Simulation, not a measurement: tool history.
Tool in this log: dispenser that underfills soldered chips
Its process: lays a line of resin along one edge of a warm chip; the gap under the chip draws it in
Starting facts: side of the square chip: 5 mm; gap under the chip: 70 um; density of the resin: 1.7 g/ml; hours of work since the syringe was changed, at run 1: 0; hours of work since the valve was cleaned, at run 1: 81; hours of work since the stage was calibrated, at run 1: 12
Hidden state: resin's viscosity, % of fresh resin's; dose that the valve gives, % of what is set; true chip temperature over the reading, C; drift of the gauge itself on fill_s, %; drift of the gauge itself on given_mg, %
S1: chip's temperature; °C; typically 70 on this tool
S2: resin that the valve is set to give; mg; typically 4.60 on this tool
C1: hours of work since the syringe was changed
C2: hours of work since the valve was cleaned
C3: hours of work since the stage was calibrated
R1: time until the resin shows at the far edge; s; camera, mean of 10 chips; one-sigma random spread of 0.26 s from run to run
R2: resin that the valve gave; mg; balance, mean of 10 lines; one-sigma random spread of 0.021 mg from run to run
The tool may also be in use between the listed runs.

Run 1, hour 0.0: usual settings; C1 0; C2 81; C3 12. Result: R1 8.1 s, R2 4.20 mg.
At hour 3.8: dispensing valve cleaned and set on the balance.
At hour 9.5: new syringe of resin.
Run 2, hour 10.8: usual settings; C1 1; C2 5; C3 19. Result: R1 8.4 s, R2 4.54 mg.
Run 3, hour 16.4: usual settings; C1 5; C2 9; C3 23. Result: R1 10.0 s, R2 4.59 mg.
At hour 18.0: new syringe of resin.
At hour 26.3: new syringe of resin.
Run 4, hour 26.5: usual settings; C1 0; C2 16; C3 30. Result: R1 7.9 s, R2 4.52 mg.
Run 5, hour 31.3: usual settings; C1 4; C2 20; C3 33. Result: R1 9.5 s, R2 4.49 mg.
At hour 34.6: new syringe of resin.
Run 6, hour 39.1: usual settings; C1 3; C2 25; C3 39. Result: R1 8.8 s, R2 4.50 mg.
At hour 43.2: new syringe of resin.
Run 7, hour 48.9: usual settings but S1 75 °C; C1 4; C2 32; C3 46. Result: R1 7.2 s, R2 4.43 mg.
At hour 52.1: new syringe of resin.
Run 8, hour 58.4: usual settings but S1 75 °C, S2 5.58 mg; C1 5; C2 39; C3 53. Result: R1 7.5 s, R2 5.34 mg.
At hour 60.8: new syringe of resin.
Run 9, hour 67.3: usual settings but S1 75 °C, S2 5.58 mg; C1 5; C2 45; C3 59. Result: R1 7.5 s, R2 5.36 mg.
At hour 69.5: new syringe of resin.
Run 10, hour 71.7: usual settings but S1 75 °C, S2 5.58 mg; C1 2; C2 48; C3 62. Result: R1 5.8 s, R2 5.29 mg.
Run 11, hour 76.0: usual settings but S1 75 °C, S2 5.58 mg; C1 5; C2 51; C3 65. Result: R1 7.2 s, R2 5.27 mg.
At hour 77.9: new syringe of resin.
Run 12, hour 82.9: usual settings but S1 69 °C; C1 4; C2 56; C3 70. Result: R1 9.7 s, R2 4.37 mg.
At hour 86.2: new syringe of resin.
Run 13, hour 90.5: usual settings but S1 68 °C; C1 3; C2 62; C3 76. Result: R1 10.9 s, R2 4.31 mg.
At hour 94.6: new syringe of resin.
Run 14, hour 98.7: usual settings but S1 68 °C; C1 3; C2 67; C3 81. Result: R1 10.6 s, R2 4.29 mg.
At hour 103.4: new syringe of resin.
Run 15, hour 107.7: usual settings; C1 3; C2 74; C3 88. Result: R1 9.6 s, R2 4.22 mg.
At hour 112.1: new syringe of resin.
Run 16, hour 116.7: usual settings but S2 4.63 mg; C1 3; C2 80; C3 94. Result: R1 9.5 s, R2 4.29 mg.
At hour 120.4: new syringe of resin.
At hour 122.1: dispensing valve cleaned and set on the balance.
Run 17, hour 127.6: usual settings but S2 4.63 mg; C1 5; C2 4; C3 101. Result: R1 9.5 s, R2 4.67 mg.
At hour 129.7: new syringe of resin.
Run 18, hour 133.4: usual settings but S2 4.63 mg; C1 3; C2 8; C3 105. Result: R1 9.1 s, R2 4.61 mg.
At hour 138.3: new syringe of resin.
Run 19, hour 139.1: usual settings but S1 59 °C, S2 5.46 mg; C1 1; C2 12; C3 109. Result: R1 15.4 s, R2 5.39 mg.
At hour 147.0: new syringe of resin.
Run 20, hour 148.7: usual settings but S1 75 °C, S2 5.94 mg; C1 1; C2 19; C3 116. Result: R1 6.6 s, R2 5.87 mg.
At hour 155.7: new syringe of resin.
Run 21, hour 158.7: usual settings but S1 57 °C, S2 5.38 mg; C1 2; C2 26; C3 123. Result: R1 19.0 s, R2 5.29 mg.
At hour 164.2: new syringe of resin.
Run 22, hour 164.2: usual settings but S1 62 °C, S2 5.81 mg; C1 0; C2 30; C3 127. Result: R1 12.3 s, R2 5.65 mg.
Run 23, hour 170.4: usual settings but S1 62 °C, S2 4.24 mg; C1 5; C2 34; C3 132. Result: R1 16.0 s, R2 4.11 mg.
At hour 172.5: new syringe of resin.
Run 24, hour 175.4: usual settings but S1 62 °C, S2 4.24 mg; C1 2; C2 38; C3 135. Result: R1 14.6 s, R2 4.08 mg.
At hour 181.1: new syringe of resin.
Run 25, hour 184.1: usual settings but S1 62 °C, S2 4.24 mg; C1 2; C2 44; C3 141. Result: R1 14.4 s, R2 4.07 mg.
At hour 189.4: new syringe of resin.
Run 26, hour 191.5: usual settings but S1 62 °C, S2 4.24 mg; C1 2; C2 49; C3 146. Result: R1 13.9 s, R2 4.07 mg.
Run 27, hour 196.3: usual settings but S2 4.04 mg; C1 5; C2 53; C3 150. Result: R1 9.9 s, R2 3.81 mg.
At hour 198.2: new syringe of resin.
At hour 206.8: new syringe of resin.
Run 28, hour 206.9: usual settings but S1 72 °C, S2 5.94 mg; C1 0; C2 60; C3 157. Result: R1 7.4 s, R2 5.58 mg.
Run 29, hour 212.2: usual settings but S1 72 °C, S2 5.94 mg; C1 4; C2 64; C3 161. Result: R1 8.7 s, R2 5.54 mg.
At hour 215.2: new syringe of resin.
Run 30, hour 218.4: usual settings but S1 65 °C, S2 5.72 mg; C1 2; C2 68; C3 166. Result: R1 11.4 s, R2 5.32 mg.
Run 31, hour 222.7: usual settings but S1 65 °C, S2 5.72 mg; C1 6; C2 72; C3 169. Result: R1 13.3 s, R2 5.33 mg.
At hour 223.6: new syringe of resin.
Run 32, hour 227.6: usual settings but S1 71 °C, S2 3.90 mg; C1 3; C2 75; C3 172. Result: R1 9.4 s, R2 3.60 mg.
At hour 232.0: new syringe of resin.
Run 33, hour 233.8: usual settings but S1 61 °C, S2 4.68 mg; C1 1; C2 79; C3 176. Result: R1 14.7 s, R2 4.32 mg.
At hour 240.6: dispensing valve cleaned and set on the balance.
At hour 241.6: new syringe of resin.
Run 34, hour 244.9: usual settings but S1 62 °C, S2 4.53 mg; C1 2; C2 3; C3 184. Result: R1 13.6 s, R2 4.52 mg.
At hour 250.1: new syringe of resin.
Run 35, hour 252.5: usual settings but S1 60 °C, S2 4.49 mg; C1 2; C2 8; C3 189. Result: R1 15.9 s, R2 4.47 mg.
At hour 258.6: new syringe of resin.
Run 36, hour 258.6: usual settings but S1 74 °C, S2 5.86 mg; C1 0; C2 13; C3 193. Result: R1 6.4 s, R2 5.80 mg.

Forecast each of these 3 alternatives for the next run:
Run A, hour 264.4: usual settings but S1 55 °C, S2 5.94 mg; C1 4; C2 17; C3 198. Result: R1 ?, R2 ?.
Run B, hour 264.4: usual settings but S1 58 °C, S2 4.40 mg; C1 4; C2 17; C3 198. Result: R1 ?, R2 ?.
Run C, hour 264.4: usual settings but S1 57 °C, S2 4.69 mg; C1 4; C2 17; C3 198. Result: R1 ?, R2 ?.

run    R1    R2
  A  23.1  5.90
  B  20.5  4.38
  C  20.6  4.67
Without the tool's hidden state the same runs would have given:
run    R1    R2
  A  17.9  5.97
  B  16.0  4.43
  C  15.9  4.72

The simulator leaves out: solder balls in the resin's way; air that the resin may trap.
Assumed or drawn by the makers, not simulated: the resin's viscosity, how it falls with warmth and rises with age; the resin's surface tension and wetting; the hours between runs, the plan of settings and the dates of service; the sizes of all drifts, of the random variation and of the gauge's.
